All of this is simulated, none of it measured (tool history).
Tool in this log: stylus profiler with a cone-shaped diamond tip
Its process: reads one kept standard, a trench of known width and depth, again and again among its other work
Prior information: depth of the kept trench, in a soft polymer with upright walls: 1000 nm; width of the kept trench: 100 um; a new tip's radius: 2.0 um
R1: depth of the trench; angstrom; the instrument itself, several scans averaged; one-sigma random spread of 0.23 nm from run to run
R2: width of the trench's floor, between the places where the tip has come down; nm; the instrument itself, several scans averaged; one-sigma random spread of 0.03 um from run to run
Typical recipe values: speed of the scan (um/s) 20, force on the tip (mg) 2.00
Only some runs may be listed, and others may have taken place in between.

Run 1, hour 0.0: usual settings. Result: R1 10130.6 angstrom, R2 96130 nm.
Run 2, hour 20.7: usual settings. Result: R1 10128.2 angstrom, R2 96160 nm.
Run 3, hour 66.4: usual settings. Result: R1 10128.9 angstrom, R2 96130 nm.
Run 4, hour 101.0: usual settings but force on the tip (mg) 1.26. Result: R1 10088.0 angstrom, R2 96070 nm.
Run 5, hour 149.0: usual settings but force on the tip (mg) 1.26. Result: R1 10089.4 angstrom, R2 96060 nm.
Run 6, hour 191.8: usual settings but speed of the scan (um/s) 29. Result: R1 10130.7 angstrom, R2 95960 nm.
Run 7, hour 214.4: usual settings but speed of the scan (um/s) 29. Result: R1 10128.8 angstrom, R2 95930 nm.
Run 8, hour 256.9: usual settings but force on the tip (mg) 3.67. Result: R1 10190.2 angstrom, R2 96020 nm.
Run 9, hour 281.9: usual settings but force on the tip (mg) 3.67. Result: R1 10189.3 angstrom, R2 95960 nm.
Run 10, hour 316.4: usual settings but speed of the scan (um/s) 9, force on the tip (mg) 3.67. Result: R1 10191.2 angstrom, R2 95940 nm.
Run 11, hour 345.0: usual settings but speed of the scan (um/s) 9, force on the tip (mg) 3.67. Result: R1 10190.2 angstrom, R2 95970 nm.
Run 12, hour 385.5: usual settings but speed of the scan (um/s) 21, force on the tip (mg) 3.67. Result: R1 10192.2 angstrom, R2 95870 nm.
Run 13, hour 407.8: usual settings. Result: R1 10125.4 angstrom, R2 95870 nm.
Run 14, hour 441.1: usual settings but speed of the scan (um/s) 8, force on the tip (mg) 1.36. Result: R1 10096.9 angstrom, R2 95900 nm.
Run 15, hour 484.4: usual settings but force on the tip (mg) 4.01. Result: R1 10204.4 angstrom, R2 95850 nm.
Run 16, hour 524.7: usual settings but force on the tip (mg) 4.01. Result: R1 10200.1 angstrom, R2 95800 nm.
Run 17, hour 557.0: usual settings but speed of the scan (um/s) 34, force on the tip (mg) 0.87. Result: R1 10067.7 angstrom, R2 95720 nm.
Run 18, hour 586.7: usual settings but speed of the scan (um/s) 7, force on the tip (mg) 5.69. Result: R1 10252.7 angstrom, R2 95800 nm.
Run 19, hour 630.6: usual settings but speed of the scan (um/s) 7, force on the tip (mg) 5.69. Result: R1 10251.3 angstrom, R2 95790 nm.
Run 20, hour 673.1: usual settings but speed of the scan (um/s) 23, force on the tip (mg) 1.27. Result: R1 10092.3 angstrom, R2 95640 nm.
Run 21, hour 718.2: usual settings but speed of the scan (um/s) 51, force on the tip (mg) 2.70. Result: R1 10149.8 angstrom, R2 95590 nm.
Run 22, hour 766.2: usual settings but speed of the scan (um/s) 5, force on the tip (mg) 1.37. Result: R1 10095.9 angstrom, R2 95730 nm.
Run 23, hour 815.0: usual settings but speed of the scan (um/s) 5, force on the tip (mg) 1.37. Result: R1 10092.6 angstrom, R2 95670 nm.
Run 24, hour 841.0: usual settings but speed of the scan (um/s) 11, force on the tip (mg) 2.94. Result: R1 10159.4 angstrom, R2 95640 nm.
Run 25, hour 883.6: usual settings but speed of the scan (um/s) 11, force on the tip (mg) 3.68. Result: R1 10191.5 angstrom, R2 95590 nm.
Run 26, hour 914.9: usual settings but speed of the scan (um/s) 11, force on the tip (mg) 3.68. Result: R1 10185.6 angstrom, R2 95560 nm.

Selected run-to-run steps in R1, each split into two signed amounts: the part the tool would show with no hidden state at all (from settings, incoming material and random variation), and the remainder, which goes to the hidden state together with any gauge scatter not common to the measured and the hidden-state-free results:
Hidden conditions of the tool in this case: radius of the tip, um; height scale over the true one, %; drift of the gauge itself on depth_nm, %; drift of the gauge itself on floor_um, %.
Run 17 -> 18: speed of the scan (um/s) 34 -> 7, force on the tip (mg) 0.87 -> 5.69. R1 +185.0 angstrom: hidden state -0.4, all else +185.4.
Run 19 -> 20: speed of the scan (um/s) 7 -> 23, force on the tip (mg) 5.69 -> 1.27. R1 -159.0 angstrom: hidden state -0.2, all else -158.8.
Run 20 -> 21: speed of the scan (um/s) 23 -> 51, force on the tip (mg) 1.27 -> 2.70. R1 +57.5 angstrom: hidden state -0.4, all else +57.9.
